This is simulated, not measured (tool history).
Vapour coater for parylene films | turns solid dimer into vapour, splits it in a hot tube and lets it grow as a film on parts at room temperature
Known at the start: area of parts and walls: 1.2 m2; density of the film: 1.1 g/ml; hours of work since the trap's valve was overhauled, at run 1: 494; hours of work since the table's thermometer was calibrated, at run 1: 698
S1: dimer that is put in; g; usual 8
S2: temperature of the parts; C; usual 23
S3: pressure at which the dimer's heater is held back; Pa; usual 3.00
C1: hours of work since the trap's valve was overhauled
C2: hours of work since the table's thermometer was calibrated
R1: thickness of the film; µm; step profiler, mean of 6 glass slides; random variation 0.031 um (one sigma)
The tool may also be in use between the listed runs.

run	hour	S1	S2	S3	C1	C2	R1
1	0.0	8	23	3.00	494	698	5.08
# hour 10.1: trap's valve overhauled
2	68.1	8	23	3.00	30	732	5.22
3	122.9	8	23	3.00	59	760	5.16
4	174.5	8	23	3.00	86	787	5.13
5	225.3	8	23	3.00	112	814	5.20
# hour 255.0: table's thermometer calibrated
6	292.5	8	23	3.00	147	20	5.35
7	357.0	8	23	3.00	180	53	5.32
8	432.3	8	23	3.00	220	93	5.28
9	465.3	8	23	4.39	237	110	4.78
10	533.0	5	25	7.43	272	145	2.53
11	571.6	3	24	7.30	292	165	1.53
12	651.9	8	20	3.00	334	207	5.53
13	716.1	8	32	5.84	368	241	3.64
14	797.1	11	32	6.06	410	283	4.91

Forecast each of these 3 alternatives for the next run:
A	876.3	12	23	7.05	451	324	?
B	876.3	11	21	6.06	451	324	?
C	876.3	11	23	9.67	451	324	?

run	R1
A	6.21
B	6.14
C	5.28
Without the tool's hidden state the same runs would have given:
run	R1
A	6.60
B	6.53
C	5.61
